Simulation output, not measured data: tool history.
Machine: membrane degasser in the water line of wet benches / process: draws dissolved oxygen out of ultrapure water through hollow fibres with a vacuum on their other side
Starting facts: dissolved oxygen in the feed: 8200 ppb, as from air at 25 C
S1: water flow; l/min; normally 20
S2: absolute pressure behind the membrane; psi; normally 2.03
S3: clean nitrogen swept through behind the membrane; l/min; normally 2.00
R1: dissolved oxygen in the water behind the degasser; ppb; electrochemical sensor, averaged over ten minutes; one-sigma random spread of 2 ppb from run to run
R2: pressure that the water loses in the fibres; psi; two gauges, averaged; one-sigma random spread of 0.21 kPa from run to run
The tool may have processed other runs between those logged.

run      day  S1    S2    S3     R1     R2
  1    0.000  20  2.03  2.00  289.8  7.216
  2    9.208  20  4.10  2.00  606.9  7.166
  3   17.842  20  4.10  2.00  604.0  7.234
  4   27.138  20  4.10  2.00  598.7  7.248
  5   36.546  20  2.03  2.00  279.9  7.258
  6   45.050  20  2.03  2.00  278.5  7.224
  7   53.688  20  2.03  2.00  284.3  7.226
  8   63.875  16  2.03  2.00  227.6  5.820
  9   74.725  16  2.03  2.00  225.9  5.768
 10   82.542  16  2.03  2.00  226.8  5.855
 11   87.658  16  2.03  2.00  229.7  5.854
 12   93.717  16  2.03  2.00  228.0  5.778
 13  102.075  16  1.52  2.00  165.2  5.826
 14  108.312  20  4.22  2.00  614.4  7.277
 15  119.325  20  4.22  2.00  609.8  7.274
 16  131.133  20  4.22  2.00  612.2  7.300
 17  139.592  20  3.70  2.00  543.4  7.300
 18  147.404  20  3.70  2.00  540.0  7.326
 19  152.883  20  2.03  5.01  143.8  7.320
 20  160.788  20  2.03  5.01  145.7  7.317
 21  168.238  20  3.57  2.33  458.2  7.306

Withheld: 3 entries from between the runs. Position of each, and hidden state at the listed run before versus the listed run after:
From run 2 to run 3: vacuum gauge calibrated (day 12.279)
  membrane still open, %: 97.1 -> 97; true pressure behind the membrane over the reading, kPa: 0.24 -> -0.01; air that leaks in behind the membrane, l/min: 0.0141 -> 0.0147
  measured minus no-state result, R1: +18.1 -> +13.4 ppb; R2: +0.210 -> +0.218 psi
From run 4 to run 5: seals of the vacuum lines changed (day 31.317)
  membrane still open, %: 96.9 -> 96.8; true pressure behind the membrane over the reading, kPa: 0 -> 0.02; air that leaks in behind the membrane, l/min: 0.0153 -> 0.0035
  measured minus no-state result, R1: +14.0 -> +6.3 ppb; R2: +0.223 -> +0.229 psi
From run 20 to run 21: vacuum gauge calibrated (day 163.738)
  true pressure behind the membrane over the reading, kPa: 0.19 -> 0.08; air that leaks in behind the membrane, l/min: 0.012 -> 0.0126
  measured minus no-state result, R1: +11.3 -> +14.5 ppb; R2: +0.312 -> +0.316 psi

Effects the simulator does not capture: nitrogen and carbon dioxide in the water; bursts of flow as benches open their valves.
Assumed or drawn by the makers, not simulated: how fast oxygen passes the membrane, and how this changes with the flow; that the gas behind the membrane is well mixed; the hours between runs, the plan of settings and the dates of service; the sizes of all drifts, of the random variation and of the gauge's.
